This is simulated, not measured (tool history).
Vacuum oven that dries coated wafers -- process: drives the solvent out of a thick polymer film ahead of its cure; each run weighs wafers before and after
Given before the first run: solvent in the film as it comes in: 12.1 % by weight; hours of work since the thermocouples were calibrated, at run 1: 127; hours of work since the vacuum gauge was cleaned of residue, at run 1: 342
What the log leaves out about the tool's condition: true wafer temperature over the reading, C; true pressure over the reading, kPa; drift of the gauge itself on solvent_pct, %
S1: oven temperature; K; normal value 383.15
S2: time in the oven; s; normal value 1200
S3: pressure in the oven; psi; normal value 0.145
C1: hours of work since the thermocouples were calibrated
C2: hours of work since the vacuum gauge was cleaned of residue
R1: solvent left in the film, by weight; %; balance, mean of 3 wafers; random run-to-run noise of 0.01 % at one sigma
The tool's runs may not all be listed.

run 1 hour=0 | S1=383.15 S2=1200 S3=0.145 | C1=127 C2=342 | R1=0.97
run 2 hour=32.8 | S1=383.15 S2=1200 S3=0.145 | C1=150 C2=365 | R1=0.95
run 3 hour=61.2 | S1=383.15 S2=1200 S3=0.145 | C1=170 C2=386 | R1=0.95
run 4 hour=101.3 | S1=383.15 S2=1200 S3=0.145 | C1=199 C2=414 | R1=0.96
run 5 hour=138.1 | S1=383.15 S2=1200 S3=0.145 | C1=225 C2=440 | R1=0.94
run 6 hour=159.3 | S1=388.15 S2=1200 S3=0.145 | C1=240 C2=455 | R1=0.66
run 7 hour=176.6 | S1=383.15 S2=1320 S3=0.145 | C1=252 C2=467 | R1=0.86
run 8 hour=201.6 | S1=383.15 S2=1200 S3=0.145 | C1=270 C2=485 | R1=0.96
run 9 hour=231.1 | S1=383.15 S2=1200 S3=0.145 | C1=291 C2=506 | R1=0.97
run 10 hour=254.6 | S1=383.15 S2=1200 S3=0.145 | C1=307 C2=523 | R1=0.97
run 11 hour=292.8 | S1=392.15 S2=1200 S3=0.145 | C1=334 C2=550 | R1=0.53
run 12 hour=317.8 | S1=383.15 S2=840 S3=0.145 | C1=352 C2=567 | R1=1.48
run 13 hour=341.7 | S1=383.15 S2=840 S3=0.145 | C1=369 C2=584 | R1=1.47
run 14 hour=361 | S1=383.15 S2=840 S3=0.145 | C1=383 C2=598 | R1=1.48
run 15 hour=391.4 | S1=383.15 S2=840 S3=0.145 | C1=404 C2=619 | R1=1.49
run 16 hour=427.2 | S1=390.15 S2=840 S3=0.145 | C1=430 C2=645 | R1=0.82
run 17 hour=460.4 | S1=390.15 S2=840 S3=0.267 | C1=453 C2=668 | R1=1.19
run 18 hour=489.1 | S1=391.15 S2=1200 S3=0.097 | C1=474 C2=689 | R1=0.42
run 19 hour=507.9 | S1=383.15 S2=660 S3=0.145 | C1=487 C2=702 | R1=2.02
run 20 hour=529.5 | S1=391.15 S2=660 S3=0.145 | C1=502 C2=717 | R1=1.01
run 21 hour=549.8 | S1=389.15 S2=720 S3=0.112 | C1=517 C2=732 | R1=0.97
run 22 hour=586.6 | S1=389.15 S2=720 S3=0.112 | C1=543 C2=758 | R1=0.97
run 23 hour=615.3 | S1=397.15 S2=1440 S3=0.08 | C1=563 C2=778 | R1=0.31
run 24 hour=640.5 | S1=392.15 S2=1020 S3=0.103 | C1=581 C2=796 | R1=0.49
run 25 hour=665.2 | S1=369.15 S2=1800 S3=0.128 | C1=598 C2=814 | R1=1.86
run 26 hour=698.7 | S1=369.15 S2=1800 S3=0.128 | C1=622 C2=837 | R1=1.84
run 27 hour=733.7 | S1=369.15 S2=1800 S3=0.128 | C1=647 C2=862 | R1=1.84
run 28 hour=769.5 | S1=374.15 S2=1620 S3=0.508 | C1=672 C2=887 | R1=3.35
run 29 hour=795.8 | S1=383.15 S2=1200 S3=0.158 | C1=691 C2=906 | R1=1.03
run 30 hour=823 | S1=383.15 S2=1200 S3=0.158 | C1=710 C2=925 | R1=1.03
run 31 hour=845.7 | S1=381.15 S2=1620 S3=0.152 | C1=726 C2=941 | R1=0.92
run 32 hour=882.8 | S1=380.15 S2=1200 S3=0.284 | C1=753 C2=968 | R1=1.84

Forecast each of these 4 alternatives for the next run:
run A hour=913.9 | S1=372.15 S2=1320 S3=0.386 | C1=775 C2=990 | R1=?
run B hour=913.9 | S1=373.15 S2=660 S3=0.36 | C1=775 C2=990 | R1=?
run C hour=913.9 | S1=390.15 S2=600 S3=0.075 | C1=775 C2=990 | R1=?
run D hour=913.9 | S1=391.15 S2=1620 S3=0.16 | C1=775 C2=990 | R1=?

run=A R1=3.38
run=B R1=4.8
run=C R1=1.05
run=D R1=0.62
With the hidden condition removed and each run's random variation left untouched, the same runs would have given:
run=A R1=3.38
run=B R1=4.89
run=C R1=1.04
run=D R1=0.5

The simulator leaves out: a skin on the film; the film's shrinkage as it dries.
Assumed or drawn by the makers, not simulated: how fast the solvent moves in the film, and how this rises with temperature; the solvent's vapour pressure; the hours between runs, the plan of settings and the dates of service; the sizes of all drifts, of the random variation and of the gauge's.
